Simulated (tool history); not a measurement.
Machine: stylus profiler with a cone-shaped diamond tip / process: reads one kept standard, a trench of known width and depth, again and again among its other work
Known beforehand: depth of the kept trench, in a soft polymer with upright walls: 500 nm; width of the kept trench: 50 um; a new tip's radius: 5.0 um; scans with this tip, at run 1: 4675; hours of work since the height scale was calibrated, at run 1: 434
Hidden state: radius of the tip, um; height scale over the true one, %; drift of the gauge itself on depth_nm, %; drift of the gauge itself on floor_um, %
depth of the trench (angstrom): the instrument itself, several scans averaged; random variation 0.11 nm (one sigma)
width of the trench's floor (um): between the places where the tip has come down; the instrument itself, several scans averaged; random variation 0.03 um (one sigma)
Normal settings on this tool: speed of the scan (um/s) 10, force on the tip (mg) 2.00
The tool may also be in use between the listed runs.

run   hour  speed of the scan (um/s)  force on the tip (mg)  scans with this tip  hours of work since the height scale was calibrated  depth of the trench (angstrom)  width of the trench's floor (um)
  1    0.0                        10                   2.00                 4675                                                  434                          5042.1                             44.26
  2   24.4                        10                   2.00                 4812                                                  446                          5040.0                             44.24
  3   42.9                        10                   2.00                 4915                                                  456                          5040.4                             44.19
  4   52.8                        10                   2.00                 4970                                                  461                          5039.4                             44.17
  5   75.4                         3                   2.00                 5097                                                  473                          5039.9                             44.14
  6   93.6                         3                   2.00                 5199                                                  482                          5040.3                             44.09
  7  106.7                         3                   1.83                 5272                                                  489                          5038.8                             44.03
  8  121.9                         3                   1.83                 5357                                                  497                          5038.0                             44.09
  9  132.1                        10                   1.83                 5414                                                  502                          5037.3                             44.05
 10  146.0                        39                   2.37                 5492                                                  509                          5044.5                             43.89
 11  163.0                        13                   1.22                 5587                                                  518                          5027.3                             43.98
     165.0  -- height scale calibrated on a step standard
 12  179.5                        13                   1.22                 5676                                                    8                          5028.0                             43.97
 13  204.1                        11                   4.64                 5814                                                   20                          5072.5                             43.96
 14  219.8                        20                   2.44                 5902                                                   28                          5045.1                             43.91
 15  232.2                        25                   0.87                 5971                                                   35                          5019.7                             43.73
     240.3  -- height scale calibrated on a step standard, once more
 16  251.6                        25                   0.87                 6077                                                    6                          5025.5                             43.75
 17  273.3                        25                   0.87                 6198                                                   17                          5022.9                             43.67
 18  294.9                        25                   0.87                 6318                                                   28                          5023.9                             43.67

Each row is a separate what-if for the run after 18, all from the same tool condition, not one after another. Results?
  A  318.2                        22                   0.85                 6449                                                   40                               ?                                 ?
  B  318.2                        26                   0.71                 6449                                                   40                               ?                                 ?
  C  318.2                         4                   3.72                 6449                                                   40                               ?                                 ?

run  depth of the trench (angstrom)  width of the trench's floor (um)
  A                          5022.9                             43.62
  B                          5020.1                             43.60
  C                          5064.9                             43.84
Stripped of hidden state, with their random variation kept, the same runs would have yielded:
run  depth of the trench (angstrom)  width of the trench's floor (um)
  A                          5024.7                             45.41
  B                          5021.9                             45.40
  C                          5066.7                             45.64
